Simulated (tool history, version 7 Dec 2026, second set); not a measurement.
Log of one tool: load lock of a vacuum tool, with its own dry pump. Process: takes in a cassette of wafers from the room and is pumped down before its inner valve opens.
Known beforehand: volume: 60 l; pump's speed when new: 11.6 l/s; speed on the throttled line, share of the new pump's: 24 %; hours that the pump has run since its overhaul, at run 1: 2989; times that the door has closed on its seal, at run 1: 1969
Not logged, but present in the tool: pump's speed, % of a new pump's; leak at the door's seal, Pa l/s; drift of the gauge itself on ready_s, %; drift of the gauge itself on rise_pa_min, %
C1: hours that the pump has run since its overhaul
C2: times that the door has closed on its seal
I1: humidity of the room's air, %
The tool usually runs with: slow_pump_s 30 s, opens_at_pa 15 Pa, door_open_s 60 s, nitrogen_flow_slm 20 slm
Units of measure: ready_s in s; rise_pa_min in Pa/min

run 1 hour=0 | slow_pump_s=30 opens_at_pa=15 door_open_s=60 nitrogen_flow_slm=20 | C1=2989 C2=1969 | I1=44.4 | ready_s=69.9 rise_pa_min=0.046
run 2 hour=138.1 | slow_pump_s=28 opens_at_pa=15 door_open_s=60 nitrogen_flow_slm=20 | C1=3127 C2=2381 | I1=48.3 | ready_s=69 rise_pa_min=0.048
run 3 hour=290 | slow_pump_s=28 opens_at_pa=15 door_open_s=60 nitrogen_flow_slm=20 | C1=3279 C2=2835 | I1=46.8 | ready_s=68.5 rise_pa_min=0.053
run 4 hour=378.9 | slow_pump_s=30 opens_at_pa=15 door_open_s=112 nitrogen_flow_slm=20 | C1=3368 C2=3101 | I1=45.5 | ready_s=70.8 rise_pa_min=0.072
run 5 hour=507.2 | slow_pump_s=30 opens_at_pa=15 door_open_s=112 nitrogen_flow_slm=20 | C1=3496 C2=3484 | I1=44 | ready_s=71.2 rise_pa_min=0.067
run 6 hour=661.1 | slow_pump_s=30 opens_at_pa=15 door_open_s=112 nitrogen_flow_slm=20 | C1=3650 C2=3943 | I1=46.6 | ready_s=71.3 rise_pa_min=0.072
run 7 hour=789.8 | slow_pump_s=30 opens_at_pa=15 door_open_s=112 nitrogen_flow_slm=20 | C1=3779 C2=4327 | I1=47.2 | ready_s=71.7 rise_pa_min=0.07
run 8 hour=923.8 | slow_pump_s=30 opens_at_pa=15 door_open_s=112 nitrogen_flow_slm=20 | C1=3913 C2=4728 | I1=49 | ready_s=70.2 rise_pa_min=0.079
run 9 hour=1015 | slow_pump_s=30 opens_at_pa=20 door_open_s=60 nitrogen_flow_slm=20 | C1=4004 C2=5000 | I1=48.5 | ready_s=69.8 rise_pa_min=0.056
run 10 hour=1152.8 | slow_pump_s=30 opens_at_pa=20 door_open_s=60 nitrogen_flow_slm=20 | C1=4142 C2=5411 | I1=44.4 | ready_s=69.8 rise_pa_min=0.062
run 11 hour=1257.6 | slow_pump_s=30 opens_at_pa=20 door_open_s=60 nitrogen_flow_slm=20 | C1=4247 C2=5725 | I1=47.6 | ready_s=70.1 rise_pa_min=0.059
run 12 hour=1365.5 | slow_pump_s=30 opens_at_pa=15 door_open_s=60 nitrogen_flow_slm=5 | C1=4355 C2=6047 | I1=47.1 | ready_s=70.9 rise_pa_min=0.083
run 13 hour=1445.5 | slow_pump_s=30 opens_at_pa=15 door_open_s=60 nitrogen_flow_slm=20 | C1=4435 C2=6285 | I1=44.6 | ready_s=71 rise_pa_min=0.067
run 14 hour=1571.8 | slow_pump_s=59 opens_at_pa=15 door_open_s=60 nitrogen_flow_slm=20 | C1=4561 C2=6663 | I1=45.6 | ready_s=93.2 rise_pa_min=0.07
run 15 hour=1694.3 | slow_pump_s=59 opens_at_pa=15 door_open_s=60 nitrogen_flow_slm=20 | C1=4683 C2=7028 | I1=43.5 | ready_s=92.2 rise_pa_min=0.07
run 16 hour=1772.6 | slow_pump_s=59 opens_at_pa=15 door_open_s=60 nitrogen_flow_slm=20 | C1=4762 C2=7262 | I1=45.7 | ready_s=92.2 rise_pa_min=0.074
run 17 hour=1865.9 | slow_pump_s=59 opens_at_pa=15 door_open_s=60 nitrogen_flow_slm=20 | C1=4855 C2=7541 | I1=47.3 | ready_s=93.3 rise_pa_min=0.079
run 18 hour=1977.8 | slow_pump_s=30 opens_at_pa=15 door_open_s=60 nitrogen_flow_slm=20 | C1=4967 C2=7875 | I1=42.3 | ready_s=71.4 rise_pa_min=0.073
run 19 hour=2109.2 | slow_pump_s=57 opens_at_pa=15 door_open_s=30 nitrogen_flow_slm=38 | C1=5098 C2=8267 | I1=44.1 | ready_s=90.9 rise_pa_min=0.061
run 20 hour=2183.6 | slow_pump_s=57 opens_at_pa=15 door_open_s=30 nitrogen_flow_slm=38 | C1=5173 C2=8489 | I1=48.2 | ready_s=91.1 rise_pa_min=0.064
run 21 hour=2272.7 | slow_pump_s=57 opens_at_pa=30 door_open_s=98 nitrogen_flow_slm=38 | C1=5262 C2=8756 | I1=46.3 | ready_s=87.9 rise_pa_min=0.076
run 22 hour=2423.8 | slow_pump_s=30 opens_at_pa=16 door_open_s=70 nitrogen_flow_slm=20 | C1=5413 C2=9207 | I1=46.2 | ready_s=72.2 rise_pa_min=0.087

Run 23, settings as shown, results not yet in. Your forecast:
run 23 hour=2502.2 | slow_pump_s=30 opens_at_pa=16 door_open_s=70 nitrogen_flow_slm=20 | C1=5491 C2=9441 | I1=40.1 | ready_s=? rise_pa_min=?

ready_s: 71.3 s
rise_pa_min: 0.078 Pa/min
Without the tool's hidden state the same run would have given ready_s 68.1 s, rise_pa_min 0.033 Pa/min.

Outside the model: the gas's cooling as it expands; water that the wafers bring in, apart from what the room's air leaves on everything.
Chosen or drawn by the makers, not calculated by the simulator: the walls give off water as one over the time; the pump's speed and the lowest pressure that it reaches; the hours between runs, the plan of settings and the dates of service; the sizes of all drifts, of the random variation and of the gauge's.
